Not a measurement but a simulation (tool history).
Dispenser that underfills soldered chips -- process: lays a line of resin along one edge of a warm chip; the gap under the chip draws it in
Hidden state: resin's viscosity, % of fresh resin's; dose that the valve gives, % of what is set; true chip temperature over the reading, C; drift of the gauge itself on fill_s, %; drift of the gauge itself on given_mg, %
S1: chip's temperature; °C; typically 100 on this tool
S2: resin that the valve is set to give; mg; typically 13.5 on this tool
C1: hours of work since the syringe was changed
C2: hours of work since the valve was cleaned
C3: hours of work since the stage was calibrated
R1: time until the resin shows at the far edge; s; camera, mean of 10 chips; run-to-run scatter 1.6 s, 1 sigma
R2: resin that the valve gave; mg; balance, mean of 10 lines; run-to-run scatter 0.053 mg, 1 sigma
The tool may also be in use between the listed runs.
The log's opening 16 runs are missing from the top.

-- hour=55.9 new syringe of resin
run 17 hour=59.3 | S1=100 S2=12.0 | C1=2 C2=61 C3=57 | R1=191.2 R2=11.76
run 18 hour=61.9 | S1=100 S2=12.0 | C1=4 C2=63 C3=59 | R1=223.3 R2=11.83
run 19 hour=64.1 | S1=107 S2=12.5 | C1=5 C2=65 C3=60 | R1=197.3 R2=12.18
run 20 hour=66.2 | S1=107 S2=12.5 | C1=7 C2=66 C3=62 | R1=222.6 R2=12.27
-- hour=68.9 new syringe of resin
run 21 hour=69.8 | S1=104 S2=13.2 | C1=1 C2=68 C3=64 | R1=144.7 R2=12.96
run 22 hour=73.8 | S1=104 S2=13.2 | C1=3 C2=71 C3=67 | R1=179.6 R2=13.04
run 23 hour=77.3 | S1=102 S2=13.5 | C1=6 C2=73 C3=69 | R1=241.5 R2=13.31
run 24 hour=80.5 | S1=102 S2=13.5 | C1=8 C2=75 C3=71 | R1=286.2 R2=13.11
-- hour=82.2 new syringe of resin
run 25 hour=85.6 | S1=102 S2=13.5 | C1=2 C2=78 C3=74 | R1=176.8 R2=13.19
run 26 hour=87.5 | S1=102 S2=15.6 | C1=4 C2=80 C3=75 | R1=193.3 R2=15.27
run 27 hour=91.2 | S1=89 S2=12.9 | C1=6 C2=82 C3=78 | R1=395.8 R2=12.65
-- hour=95.2 new syringe of resin
run 28 hour=95.2 | S1=107 S2=13.5 | C1=0 C2=85 C3=80 | R1=123.0 R2=13.12
run 29 hour=99.9 | S1=92 S2=15.2 | C1=3 C2=88 C3=83 | R1=275.3 R2=14.74
-- hour=101.3 dispensing valve cleaned and set on the balance
run 30 hour=105.4 | S1=99 S2=17.1 | C1=6 C2=3 C3=86 | R1=265.2 R2=17.13
run 31 hour=107.7 | S1=113 S2=13.6 | C1=8 C2=4 C3=88 | R1=193.6 R2=13.62
-- hour=109.6 new syringe of resin
run 32 hour=111.1 | S1=113 S2=13.6 | C1=1 C2=6 C3=90 | R1=112.0 R2=13.62
run 33 hour=115.6 | S1=113 S2=13.6 | C1=4 C2=9 C3=93 | R1=140.4 R2=13.56
run 34 hour=118.1 | S1=112 S2=11.6 | C1=6 C2=11 C3=95 | R1=179.9 R2=11.62
run 35 hour=121.9 | S1=105 S2=13.5 | C1=8 C2=13 C3=97 | R1=269.6 R2=13.43

5 options for the next run, each taken on its own from the tool as it stands now. Forecast them:
-- hour=122.5 new syringe of resin
run A hour=125.1 | S1=99 S2=13.0 | C1=2 C2=15 C3=99 | R1=? R2=?
-- hour=122.5 new syringe of resin
run B hour=125.1 | S1=95 S2=13.5 | C1=2 C2=15 C3=99 | R1=? R2=?
-- hour=122.5 new syringe of resin
run C hour=125.1 | S1=88 S2=16.3 | C1=2 C2=15 C3=99 | R1=? R2=?
-- hour=122.5 new syringe of resin
run D hour=125.1 | S1=85 S2=13.5 | C1=2 C2=15 C3=99 | R1=? R2=?
-- hour=122.5 new syringe of resin
run E hour=125.1 | S1=89 S2=15.3 | C1=2 C2=15 C3=99 | R1=? R2=?

run=A R1=186.9 R2=12.89
run=B R1=218.2 R2=13.44
run=C R1=280.2 R2=16.37
run=D R1=312.7 R2=13.51
run=E R1=262.7 R2=15.20
With no hidden state in the tool, these same runs would have given:
run=A R1=158.2 R2=12.93
run=B R1=184.8 R2=13.49
run=C R1=237.1 R2=16.42
run=D R1=264.5 R2=13.56
run=E R1=222.4 R2=15.24

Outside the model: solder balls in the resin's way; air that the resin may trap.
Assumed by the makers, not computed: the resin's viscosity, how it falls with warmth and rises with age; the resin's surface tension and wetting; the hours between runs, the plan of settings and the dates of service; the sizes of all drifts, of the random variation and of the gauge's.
